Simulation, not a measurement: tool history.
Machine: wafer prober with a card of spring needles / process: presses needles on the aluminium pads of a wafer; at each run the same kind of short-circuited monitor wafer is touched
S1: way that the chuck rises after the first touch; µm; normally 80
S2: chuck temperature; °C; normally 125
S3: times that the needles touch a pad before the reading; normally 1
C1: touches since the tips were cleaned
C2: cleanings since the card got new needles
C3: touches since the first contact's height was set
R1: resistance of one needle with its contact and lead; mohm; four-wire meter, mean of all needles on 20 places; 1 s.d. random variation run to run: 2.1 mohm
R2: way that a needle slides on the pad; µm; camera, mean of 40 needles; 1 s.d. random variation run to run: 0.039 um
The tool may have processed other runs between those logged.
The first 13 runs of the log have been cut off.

Run 14, hour 208.8: usual settings but S1 85 µm, S3 3; C1 3804; C2 25; C3 189650. Result: R1 238 mohm, R2 17.26 µm.
At hour 219.9: tips cleaned on abrasive film.
Run 15, hour 226.9: usual settings but S2 71 °C; C1 1819; C2 26; C3 194359. Result: R1 227 mohm, R2 16.25 µm.
Run 16, hour 236.5: usual settings but S1 61 µm, S2 71 °C; C1 4356; C2 26; C3 196896. Result: R1 230 mohm, R2 12.41 µm.
At hour 245.6: tips cleaned on abrasive film.
Run 17, hour 252.4: usual settings but S1 61 µm, S2 71 °C; C1 1793; C2 27; C3 201054. Result: R1 229 mohm, R2 12.39 µm.
Run 18, hour 268.6: usual settings but S2 91 °C, S3 3; C1 6031; C2 27; C3 205292. Result: R1 232 mohm, R2 16.21 µm.
At hour 270.6: tips cleaned on abrasive film.
Run 19, hour 280.7: usual settings but S1 79 µm, S2 43 °C, S3 2; C1 2647; C2 28; C3 208455. Result: R1 217 mohm, R2 16 µm.
At hour 295.6: tips cleaned on abrasive film.
Run 20, hour 302.3: usual settings but S1 79 µm, S2 49 °C; C1 1758; C2 29; C3 214109. Result: R1 216 mohm, R2 15.96 µm.
Run 21, hour 314: usual settings but S1 72 µm, S2 49 °C; C1 4828; C2 29; C3 217179. Result: R1 222 mohm, R2 14.62 µm.
At hour 321: tips cleaned on abrasive film.
Run 22, hour 324.5: usual settings but S1 72 µm, S2 49 °C; C1 919; C2 30; C3 219908. Result: R1 222 mohm, R2 14.66 µm.
Run 23, hour 338.4: usual settings but S1 81 µm, S2 69 °C, S3 2; C1 4582; C2 30; C3 223571. Result: R1 223 mohm, R2 16.48 µm.
At hour 340.8: height of the first contact set anew.
At hour 346.2: tips cleaned on abrasive film.
Run 24, hour 349.3: usual settings but S1 81 µm, S2 69 °C, S3 2; C1 835; C2 31; C3 2223. Result: R1 223 mohm, R2 16.46 µm.
Run 25, hour 366: usual settings but S1 82 µm, S2 69 °C, S3 3; C1 5215; C2 31; C3 6603. Result: R1 224 mohm, R2 16.73 µm.
At hour 372.4: tips cleaned on abrasive film.
Run 26, hour 376.4: usual settings but S1 82 µm, S2 69 °C, S3 3; C1 1040; C2 32; C3 9293. Result: R1 228 mohm, R2 16.58 µm.
Run 27, hour 391.7: usual settings but S1 82 µm, S2 69 °C, S3 3; C1 5072; C2 32; C3 13325. Result: R1 224 mohm, R2 16.69 µm.
At hour 397.3: tips cleaned on abrasive film.
Run 28, hour 413.9: usual settings but S1 82 µm, S2 69 °C, S3 3; C1 4367; C2 33; C3 19130. Result: R1 224 mohm, R2 16.67 µm.
At hour 423.1: tips cleaned on abrasive film.
Run 29, hour 430.9: usual settings but S1 76 µm, S2 27 °C; C1 2056; C2 34; C3 23583. Result: R1 215 mohm, R2 15.47 µm.
At hour 449.8: tips cleaned on abrasive film.
Run 30, hour 451.2: usual settings but S1 76 µm, S2 27 °C; C1 370; C2 35; C3 28895. Result: R1 211 mohm, R2 15.51 µm.
Run 31, hour 472.5: usual settings but S1 93 µm, S2 92 °C, S3 3; C1 5948; C2 35; C3 34473. Result: R1 227 mohm, R2 18.89 µm.
At hour 474.9: tips cleaned on abrasive film.
Run 32, hour 488.4: usual settings but S1 78 µm, S2 90 °C, S3 3; C1 3537; C2 36; C3 38634. Result: R1 233 mohm, R2 15.87 µm.
At hour 499.9: tips cleaned on abrasive film.
Run 33, hour 499.9: usual settings but S1 72 µm, S2 29 °C, S3 2; C1 0; C2 37; C3 41634. Result: R1 216 mohm, R2 14.56 µm.

Consider 4 possible next runs. They are alternatives, not a sequence: every one starts from the tool as it was left by run 33. What does each give?
Run A, hour 521.4: usual settings but S1 72 µm, S2 35 °C, S3 2; C1 5658; C2 37; C3 47292. Result: R1 ?, R2 ?.
Run B, hour 521.4: usual settings but S1 82 µm, S2 28 °C; C1 5658; C2 37; C3 47292. Result: R1 ?, R2 ?.
Run C, hour 521.4: usual settings but S1 68 µm, S2 29 °C, S3 3; C1 5658; C2 37; C3 47292. Result: R1 ?, R2 ?.
Run D, hour 521.4: usual settings but S1 64 µm, S2 28 °C, S3 2; C1 5658; C2 37; C3 47292. Result: R1 ?, R2 ?.

run   R1     R2
  A  218  14.64
  B  212  16.67
  C  223  13.78
  D  218  12.98
With no hidden state in the tool, these same runs would have given:
run   R1     R2
  A  217  14.64
  B  211  16.67
  C  223  13.78
  D  217  12.98

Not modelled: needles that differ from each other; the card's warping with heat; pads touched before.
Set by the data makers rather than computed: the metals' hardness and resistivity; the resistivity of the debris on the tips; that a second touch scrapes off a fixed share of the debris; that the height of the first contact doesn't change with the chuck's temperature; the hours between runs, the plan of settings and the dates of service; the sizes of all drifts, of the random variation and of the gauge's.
